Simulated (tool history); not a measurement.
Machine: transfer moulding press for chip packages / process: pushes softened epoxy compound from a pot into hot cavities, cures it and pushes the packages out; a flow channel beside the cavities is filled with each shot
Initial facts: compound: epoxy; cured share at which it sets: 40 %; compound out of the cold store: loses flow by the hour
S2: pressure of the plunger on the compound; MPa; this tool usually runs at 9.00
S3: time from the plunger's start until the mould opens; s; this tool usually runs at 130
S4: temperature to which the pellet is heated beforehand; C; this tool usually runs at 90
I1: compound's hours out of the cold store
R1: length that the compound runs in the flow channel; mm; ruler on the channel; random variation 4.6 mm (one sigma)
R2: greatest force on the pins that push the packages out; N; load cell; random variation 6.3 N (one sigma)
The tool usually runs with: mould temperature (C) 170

{"run": 1, "hour": 0.0, "mould temperature (C)": 170, "S2": 9.0, "S3": 130, "S4": 90, "I1": 34.9, "R1": 630, "R2": 333}
{"hour": 34.7, "done": "mould's thermocouples calibrated"}
{"hour": 49.5, "done": "cavities cleaned with cleaning compound and waxed"}
{"run": 2, "hour": 52.9, "mould temperature (C)": 170, "S2": 9.0, "S3": 130, "S4": 90, "I1": 44.2, "R1": 606, "R2": 247}
{"run": 3, "hour": 108.0, "mould temperature (C)": 170, "S2": 10.4, "S3": 130, "S4": 90, "I1": 27.3, "R1": 717, "R2": 364}
{"hour": 165.9, "done": "cavities cleaned with cleaning compound and waxed"}
{"run": 4, "hour": 202.8, "mould temperature (C)": 170, "S2": 10.4, "S3": 130, "S4": 90, "I1": 36.8, "R1": 674, "R2": 319}
{"hour": 287.4, "done": "cavities cleaned with cleaning compound and waxed"}
{"run": 5, "hour": 303.8, "mould temperature (C)": 162, "S2": 9.0, "S3": 130, "S4": 90, "I1": 15.3, "R1": 714, "R2": 497}
{"hour": 335.0, "done": "plunger's sealing rings changed"}
{"run": 6, "hour": 402.8, "mould temperature (C)": 170, "S2": 8.46, "S3": 130, "S4": 90, "I1": 43.1, "R1": 609, "R2": 392}
{"hour": 411.3, "done": "cavities cleaned with cleaning compound and waxed"}
{"run": 7, "hour": 495.1, "mould temperature (C)": 170, "S2": 10.73, "S3": 130, "S4": 90, "I1": 47.4, "R1": 672, "R2": 347}
{"hour": 528.8, "done": "cavities cleaned with cleaning compound and waxed"}
{"run": 8, "hour": 587.3, "mould temperature (C)": 170, "S2": 9.0, "S3": 130, "S4": 86, "I1": 18.2, "R1": 699, "R2": 335}
{"hour": 647.2, "done": "cavities cleaned with cleaning compound and waxed"}
{"run": 9, "hour": 662.9, "mould temperature (C)": 170, "S2": 9.0, "S3": 130, "S4": 86, "I1": 36.5, "R1": 640, "R2": 275}
{"run": 10, "hour": 738.8, "mould temperature (C)": 170, "S2": 9.0, "S3": 130, "S4": 89, "I1": 10.5, "R1": 721, "R2": 403}
{"hour": 764.3, "done": "cavities cleaned with cleaning compound and waxed"}
{"run": 11, "hour": 831.2, "mould temperature (C)": 170, "S2": 9.0, "S3": 130, "S4": 80, "I1": 14.2, "R1": 710, "R2": 362}
{"hour": 879.1, "done": "cavities cleaned with cleaning compound and waxed"}
{"run": 12, "hour": 901.6, "mould temperature (C)": 167, "S2": 9.0, "S3": 120, "S4": 93, "I1": 15.1, "R1": 705, "R2": 418}
{"hour": 912.4, "done": "mould's thermocouples calibrated"}
{"run": 13, "hour": 992.3, "mould temperature (C)": 175, "S2": 8.93, "S3": 136, "S4": 83, "I1": 35.8, "R1": 620, "R2": 335}
{"hour": 1001.8, "done": "cavities cleaned with cleaning compound and waxed"}
{"run": 14, "hour": 1041.1, "mould temperature (C)": 175, "S2": 8.93, "S3": 136, "S4": 83, "I1": 47.8, "R1": 589, "R2": 280}
{"run": 15, "hour": 1085.4, "mould temperature (C)": 175, "S2": 8.93, "S3": 136, "S4": 83, "I1": 36.7, "R1": 619, "R2": 326}
{"hour": 1117.6, "done": "cavities cleaned with cleaning compound and waxed"}
{"run": 16, "hour": 1133.8, "mould temperature (C)": 173, "S2": 9.82, "S3": 156, "S4": 98, "I1": 38.2, "R1": 646, "R2": 243}
{"run": 17, "hour": 1185.5, "mould temperature (C)": 174, "S2": 9.82, "S3": 156, "S4": 96, "I1": 36.5, "R1": 641, "R2": 303}
{"hour": 1236.4, "done": "cavities cleaned with cleaning compound and waxed"}
{"run": 18, "hour": 1256.7, "mould temperature (C)": 174, "S2": 9.82, "S3": 156, "S4": 96, "I1": 40.1, "R1": 626, "R2": 267}
{"hour": 1282.3, "done": "plunger's sealing rings changed"}
{"run": 19, "hour": 1347.9, "mould temperature (C)": 174, "S2": 9.82, "S3": 156, "S4": 96, "I1": 17.1, "R1": 732, "R2": 346}
{"hour": 1355.3, "done": "cavities cleaned with cleaning compound and waxed"}
{"run": 20, "hour": 1415.8, "mould temperature (C)": 174, "S2": 9.82, "S3": 156, "S4": 96, "I1": 19.5, "R1": 719, "R2": 304}
{"hour": 1473.7, "done": "cavities cleaned with cleaning compound and waxed"}
{"run": 21, "hour": 1473.7, "mould temperature (C)": 174, "S2": 10.28, "S3": 140, "S4": 93, "I1": 10.9, "R1": 773, "R2": 226}
{"run": 22, "hour": 1532.1, "mould temperature (C)": 174, "S2": 10.28, "S3": 140, "S4": 93, "I1": 23.6, "R1": 722, "R2": 315}

Below are 5 alternative next runs, each starting from the tool's condition after run 22. Predict each:
{"hour": 1589.9, "done": "cavities cleaned with cleaning compound and waxed"}
{"run": "A", "hour": 1596.1, "mould temperature (C)": 166, "S2": 8.94, "S3": 140, "S4": 97, "I1": 47.3, "R1": "?", "R2": "?"}
{"hour": 1589.9, "done": "cavities cleaned with cleaning compound and waxed"}
{"run": "B", "hour": 1596.1, "mould temperature (C)": 169, "S2": 10.28, "S3": 148, "S4": 93, "I1": 36.6, "R1": "?", "R2": "?"}
{"hour": 1589.9, "done": "cavities cleaned with cleaning compound and waxed"}
{"run": "C", "hour": 1596.1, "mould temperature (C)": 170, "S2": 9.0, "S3": 130, "S4": 88, "I1": 13.2, "R1": "?", "R2": "?"}
{"hour": 1589.9, "done": "cavities cleaned with cleaning compound and waxed"}
{"run": "D", "hour": 1596.1, "mould temperature (C)": 174, "S2": 7.01, "S3": 140, "S4": 93, "I1": 35.9, "R1": "?", "R2": "?"}
{"hour": 1589.9, "done": "cavities cleaned with cleaning compound and waxed"}
{"run": "E", "hour": 1596.1, "mould temperature (C)": 170, "S2": 9.69, "S3": 130, "S4": 90, "I1": 11.6, "R1": "?", "R2": "?"}

run=A R1=622 R2=270
run=B R1=684 R2=242
run=C R1=714 R2=270
run=D R1=563 R2=230
run=E R1=753 R2=254
Stripped of hidden state, with their random variation kept, the same runs would have yielded:
run=A R1=635 R2=261
run=B R1=698 R2=231
run=C R1=729 R2=260
run=D R1=575 R2=218
run=E R1=769 R2=245
